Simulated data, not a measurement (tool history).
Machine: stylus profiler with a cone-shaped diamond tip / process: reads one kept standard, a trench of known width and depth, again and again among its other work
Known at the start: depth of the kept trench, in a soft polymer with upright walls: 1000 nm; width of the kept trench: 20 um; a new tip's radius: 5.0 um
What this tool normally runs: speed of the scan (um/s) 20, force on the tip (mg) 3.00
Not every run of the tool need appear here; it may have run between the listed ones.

run	hour	speed of the scan (um/s)	force on the tip (mg)	depth of the trench (angstrom)	width of the trench's floor (nm)
1	0.0	20	3.00	10159.5	12160
2	9.0	20	3.00	10160.3	12150
3	21.9	12	3.00	10159.5	12170
4	37.6	12	3.00	10161.3	12140
5	49.7	12	3.00	10161.1	12150
6	64.1	12	5.20	10227.1	12090
7	79.2	12	5.20	10233.2	12040
8	90.5	12	5.20	10232.2	12080
9	101.8	12	5.20	10232.9	12110
10	112.9	12	5.20	10229.7	12010
11	124.0	12	5.20	10234.9	12000
12	132.9	12	5.20	10229.2	11970
13	139.9	34	3.00	10161.9	11840
14	151.7	34	3.00	10167.4	11870
15	163.0	20	4.64	10219.3	11900
16	179.2	20	3.00	10165.6	11910
17	187.4	20	3.00	10165.2	11860
# hour 189.2: height scale calibrated on a step standard
18	201.1	20	8.55	10326.5	11850
19	209.1	20	8.55	10325.9	11860
# hour 222.8: height scale calibrated on a step standard, once more
20	225.0	20	8.55	10312.5	11760
21	235.4	20	4.03	10192.4	11780
22	243.7	20	1.00	10070.3	11690
23	258.2	20	1.00	10075.0	11610
24	266.2	16	4.86	10208.1	11750
25	281.4	8	1.24	10087.7	11720
26	293.0	8	1.24	10087.5	11670
27	300.6	15	8.85	10317.4	11660
28	314.2	12	1.41	10096.7	11660
29	323.4	35	4.81	10214.5	11630
30	330.4	48	6.47	10261.2	11530
31	339.8	17	1.74	10107.7	11560
32	351.0	9	2.61	10139.5	11560
33	365.9	9	2.61	10140.5	11570
34	380.1	21	3.39	10170.9	11580
35	386.9	21	3.39	10172.0	11520
36	395.3	40	4.89	10215.0	11490
37	406.3	34	2.22	10128.7	11410
38	419.2	13	4.51	10202.8	11490
39	434.5	47	2.45	10136.9	11360
40	448.0	47	2.45	10140.9	11330
41	454.6	47	2.45	10138.2	11280
42	467.1	53	1.32	10093.9	11250
43	473.7	61	1.90	10119.8	11150
44	487.5	61	1.90	10119.7	11190
45	496.4	47	2.64	10145.2	11270

Each row is a separate what-if for the run after 45, all from the same tool condition, not one after another. Results?
A	508.2	21	3.00	?	?
B	508.2	10	2.90	?	?
C	508.2	26	1.06	?	?
D	508.2	6	1.89	?	?
E	508.2	36	2.07	?	?

run	depth of the trench (angstrom)	width of the trench's floor (nm)
A	10160.1	11390
B	10158.3	11390
C	10080.5	11230
D	10116.8	11390
E	10129.0	11260
The same runs, with their run-to-run variation unchanged, on a tool lacking any hidden condition would have given:
run	depth of the trench (angstrom)	width of the trench's floor (nm)
A	10154.8	13960
B	10153.0	13970
C	10075.2	13800
D	10111.5	13970
E	10123.6	13830

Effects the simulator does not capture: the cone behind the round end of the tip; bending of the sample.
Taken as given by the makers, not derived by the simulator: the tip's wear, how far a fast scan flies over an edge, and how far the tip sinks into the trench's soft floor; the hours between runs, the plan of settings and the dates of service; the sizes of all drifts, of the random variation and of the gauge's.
